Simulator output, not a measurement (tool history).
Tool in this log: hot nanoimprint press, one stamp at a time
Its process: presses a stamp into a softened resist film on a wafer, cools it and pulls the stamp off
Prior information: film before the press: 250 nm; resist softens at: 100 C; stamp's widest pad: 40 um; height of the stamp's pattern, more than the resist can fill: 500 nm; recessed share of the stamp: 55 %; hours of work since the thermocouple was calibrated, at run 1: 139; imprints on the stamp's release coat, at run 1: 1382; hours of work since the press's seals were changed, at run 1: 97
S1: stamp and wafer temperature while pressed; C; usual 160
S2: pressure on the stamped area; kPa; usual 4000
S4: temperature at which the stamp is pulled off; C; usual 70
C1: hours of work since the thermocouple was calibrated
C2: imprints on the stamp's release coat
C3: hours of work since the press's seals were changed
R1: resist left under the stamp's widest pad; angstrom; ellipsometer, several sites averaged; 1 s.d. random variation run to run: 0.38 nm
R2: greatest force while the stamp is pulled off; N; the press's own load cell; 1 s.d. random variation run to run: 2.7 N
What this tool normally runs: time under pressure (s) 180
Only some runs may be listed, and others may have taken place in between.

{"run": 1, "hour": 0.0, "S1": 160, "S2": 4000, "time under pressure (s)": 180, "S4": 70, "C1": 139, "C2": 1382, "C3": 97, "R1": 1300, "R2": 163}
{"run": 2, "hour": 9.7, "S1": 160, "S2": 4000, "time under pressure (s)": 180, "S4": 70, "C1": 145, "C2": 1424, "C3": 104, "R1": 1303, "R2": 172}
{"run": 3, "hour": 18.8, "S1": 160, "S2": 4000, "time under pressure (s)": 180, "S4": 70, "C1": 151, "C2": 1463, "C3": 110, "R1": 1305, "R2": 171}
{"run": 4, "hour": 30.4, "S1": 160, "S2": 4000, "time under pressure (s)": 180, "S4": 70, "C1": 159, "C2": 1514, "C3": 117, "R1": 1303, "R2": 182}
{"run": 5, "hour": 40.1, "S1": 160, "S2": 4000, "time under pressure (s)": 180, "S4": 70, "C1": 165, "C2": 1556, "C3": 124, "R1": 1306, "R2": 173}
{"run": 6, "hour": 50.6, "S1": 160, "S2": 4000, "time under pressure (s)": 180, "S4": 70, "C1": 172, "C2": 1602, "C3": 131, "R1": 1311, "R2": 176}
{"run": 7, "hour": 59.4, "S1": 160, "S2": 4000, "time under pressure (s)": 180, "S4": 70, "C1": 178, "C2": 1640, "C3": 137, "R1": 1306, "R2": 182}
{"run": 8, "hour": 64.4, "S1": 160, "S2": 4000, "time under pressure (s)": 180, "S4": 70, "C1": 182, "C2": 1662, "C3": 140, "R1": 1311, "R2": 179}
{"hour": 71.3, "done": "stamp cleaned and given a new release coat"}
{"run": 9, "hour": 81.6, "S1": 160, "S2": 4000, "time under pressure (s)": 180, "S4": 70, "C1": 189, "C2": 45, "C3": 148, "R1": 1311, "R2": 124}
{"run": 10, "hour": 92.1, "S1": 160, "S2": 4000, "time under pressure (s)": 180, "S4": 70, "C1": 196, "C2": 90, "C3": 155, "R1": 1310, "R2": 127}
{"run": 11, "hour": 103.0, "S1": 160, "S2": 4000, "time under pressure (s)": 180, "S4": 70, "C1": 203, "C2": 138, "C3": 162, "R1": 1313, "R2": 127}
{"run": 12, "hour": 111.8, "S1": 160, "S2": 4000, "time under pressure (s)": 180, "S4": 70, "C1": 209, "C2": 176, "C3": 168, "R1": 1309, "R2": 130}
{"run": 13, "hour": 117.9, "S1": 160, "S2": 4000, "time under pressure (s)": 316, "S4": 70, "C1": 213, "C2": 203, "C3": 172, "R1": 1054, "R2": 131}
{"run": 14, "hour": 127.5, "S1": 160, "S2": 4000, "time under pressure (s)": 316, "S4": 70, "C1": 220, "C2": 244, "C3": 178, "R1": 1056, "R2": 125}
{"run": 15, "hour": 136.3, "S1": 160, "S2": 4000, "time under pressure (s)": 316, "S4": 70, "C1": 226, "C2": 283, "C3": 184, "R1": 1055, "R2": 135}
{"run": 16, "hour": 147.4, "S1": 160, "S2": 4000, "time under pressure (s)": 316, "S4": 70, "C1": 233, "C2": 331, "C3": 191, "R1": 1059, "R2": 134}
{"hour": 151.2, "done": "plate thermocouple calibrated"}
{"run": 17, "hour": 160.1, "S1": 156, "S2": 4000, "time under pressure (s)": 184, "S4": 58, "C1": 6, "C2": 374, "C3": 198, "R1": 1543, "R2": 144}
{"run": 18, "hour": 171.7, "S1": 154, "S2": 4000, "time under pressure (s)": 101, "S4": 70, "C1": 14, "C2": 424, "C3": 206, "R1": 1921, "R2": 140}
{"run": 19, "hour": 180.2, "S1": 154, "S2": 4000, "time under pressure (s)": 101, "S4": 70, "C1": 19, "C2": 461, "C3": 211, "R1": 1929, "R2": 136}
{"run": 20, "hour": 187.8, "S1": 152, "S2": 5360, "time under pressure (s)": 169, "S4": 64, "C1": 24, "C2": 494, "C3": 216, "R1": 1705, "R2": 145}
{"run": 21, "hour": 198.7, "S1": 152, "S2": 5360, "time under pressure (s)": 169, "S4": 64, "C1": 32, "C2": 541, "C3": 223, "R1": 1700, "R2": 145}
{"run": 22, "hour": 206.4, "S1": 160, "S2": 4000, "time under pressure (s)": 180, "S4": 70, "C1": 37, "C2": 575, "C3": 229, "R1": 1334, "R2": 143}
{"run": 23, "hour": 214.5, "S1": 160, "S2": 4000, "time under pressure (s)": 180, "S4": 70, "C1": 42, "C2": 610, "C3": 234, "R1": 1331, "R2": 144}
{"hour": 219.0, "done": "plate thermocouple calibrated, once more"}
{"run": 24, "hour": 226.7, "S1": 168, "S2": 4270, "time under pressure (s)": 144, "S4": 70, "C1": 5, "C2": 651, "C3": 240, "R1": 964, "R2": 143}
{"run": 25, "hour": 235.3, "S1": 160, "S2": 4000, "time under pressure (s)": 125, "S4": 72, "C1": 11, "C2": 688, "C3": 246, "R1": 1461, "R2": 145}
{"run": 26, "hour": 242.7, "S1": 149, "S2": 4000, "time under pressure (s)": 125, "S4": 72, "C1": 16, "C2": 720, "C3": 251, "R1": 2049, "R2": 144}
{"run": 27, "hour": 251.8, "S1": 149, "S2": 4000, "time under pressure (s)": 125, "S4": 72, "C1": 22, "C2": 760, "C3": 257, "R1": 2055, "R2": 146}
{"run": 28, "hour": 259.2, "S1": 149, "S2": 4000, "time under pressure (s)": 125, "S4": 72, "C1": 27, "C2": 792, "C3": 262, "R1": 2050, "R2": 144}
{"run": 29, "hour": 268.3, "S1": 167, "S2": 4000, "time under pressure (s)": 180, "S4": 56, "C1": 33, "C2": 831, "C3": 268, "R1": 947, "R2": 163}
{"run": 30, "hour": 276.1, "S1": 167, "S2": 4000, "time under pressure (s)": 180, "S4": 56, "C1": 38, "C2": 866, "C3": 273, "R1": 949, "R2": 163}

Consider 3 possible next runs. They are alternatives, not a sequence: every one starts from the tool as it was left by run 30. What does each give?
{"run": "A", "hour": 287.6, "S1": 160, "S2": 5600, "time under pressure (s)": 180, "S4": 68, "C1": 46, "C2": 915, "C3": 281, "R1": "?", "R2": "?"}
{"run": "B", "hour": 287.6, "S1": 167, "S2": 4850, "time under pressure (s)": 194, "S4": 71, "C1": 46, "C2": 915, "C3": 281, "R1": "?", "R2": "?"}
{"run": "C", "hour": 287.6, "S1": 160, "S2": 3500, "time under pressure (s)": 180, "S4": 70, "C1": 46, "C2": 915, "C3": 281, "R1": "?", "R2": "?"}

run=A R1=1128 R2=154
run=B R1=850 R2=153
run=C R1=1356 R2=157
With the hidden condition removed and each run's random variation left untouched, the same runs would have given:
run=A R1=1096 R2=123
run=B R1=826 R2=122
run=C R1=1326 R2=127
